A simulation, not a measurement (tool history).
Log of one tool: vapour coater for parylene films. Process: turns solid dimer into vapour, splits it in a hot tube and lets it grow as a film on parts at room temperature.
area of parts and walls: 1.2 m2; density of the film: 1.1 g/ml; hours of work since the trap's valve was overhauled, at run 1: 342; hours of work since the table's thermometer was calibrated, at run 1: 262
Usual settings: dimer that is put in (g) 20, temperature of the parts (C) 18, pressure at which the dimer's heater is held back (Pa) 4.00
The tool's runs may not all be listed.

run	hour	dimer that is put in (g)	temperature of the parts (C)	pressure at which the dimer's heater is held back (Pa)	hours of work since the trap's valve was overhauled	hours of work since the table's thermometer was calibrated	thickness of the film (nm)
1	0.0	20	18	4.00	342	262	6860
2	10.2	20	18	4.00	348	268	6830
3	27.7	20	18	4.00	358	279	6750
4	40.5	20	18	4.00	366	286	6830
5	48.1	10	18	4.00	370	291	3380
6	57.5	10	18	4.00	376	297	3310
7	64.7	10	18	8.33	380	301	3010
8	76.3	10	18	8.33	387	308	3000
9	88.7	10	18	5.65	394	315	3150
# hour 90.9: table's thermometer calibrated
10	103.9	10	18	5.65	403	8	3120
11	117.3	10	18	2.05	411	16	3750
12	129.2	10	18	2.05	418	23	3720
# hour 136.0: trap's valve overhauled
# hour 145.6: table's thermometer calibrated, once more
13	149.8	34	18	3.62	8	2	12360
14	162.9	20	12	5.54	15	10	7680
15	172.6	20	21	5.54	21	16	6330
16	189.4	31	26	2.97	31	26	9810
17	205.0	31	26	2.97	40	35	9850
18	215.8	31	26	2.97	47	42	9850
19	233.0	29	16	10.09	57	52	9410
20	249.7	20	24	3.84	67	62	6380

Run 21 comes next. What will it give?
21	258.9	20	24	3.84	72	67	?

Run 21 gave thickness of the film (nm) 6250.
Without the tool's hidden state the same run would have given thickness of the film (nm) 6310.
